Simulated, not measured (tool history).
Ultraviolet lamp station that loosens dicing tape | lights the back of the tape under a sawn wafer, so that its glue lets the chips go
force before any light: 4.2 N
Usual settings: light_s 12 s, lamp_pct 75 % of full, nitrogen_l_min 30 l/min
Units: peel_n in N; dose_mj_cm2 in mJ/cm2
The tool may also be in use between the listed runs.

run	hour	light_s	lamp_pct	nitrogen_l_min	peel_n	dose_mj_cm2
1	0	12	75	30	0.673	225
2	25.4	12	75	30	0.687	222
3	63	12	75	30	0.727	214
4	109.6	12	75	30	0.732	209
5	167.3	12	75	30	0.759	204
6	227.7	12	75	39	0.723	202
7	262.7	8	75	30	1.335	134
8	305	8	75	30	1.365	129
9	344.8	8	75	11	1.839	126
10	382.3	12	75	11	1.286	188
11	421.2	12	75	30	0.894	183
12	461.2	13	75	18	1.002	193
13	491.1	13	91	10	1.03	231
14	517.9	13	91	10	1.011	233
15	566.3	13	91	10	1.073	222
16	621.8	20	82	38	0.412	309
17	667.7	20	82	38	0.42	298
18	706.7	10	60	10	2.053	105
# hour 721.4: window cleaned of glue's vapour
19	744.8	14	98	10	0.872	268
20	806	19	64	21	0.78	232

3 ways to go on from here, each from the tool as it stands after run 20. What would each give?
A	855.2	13	75	15	?	?
B	855.2	12	81	17	?	?
C	855.2	22	73	30	?	?

run	peel_n	dose_mj_cm2
A	1.231	180
B	1.172	173
C	0.453	297
Without the tool's hidden state the same runs would have given:
run	peel_n	dose_mj_cm2
A	0.761	262
B	0.717	254
C	0.288	433

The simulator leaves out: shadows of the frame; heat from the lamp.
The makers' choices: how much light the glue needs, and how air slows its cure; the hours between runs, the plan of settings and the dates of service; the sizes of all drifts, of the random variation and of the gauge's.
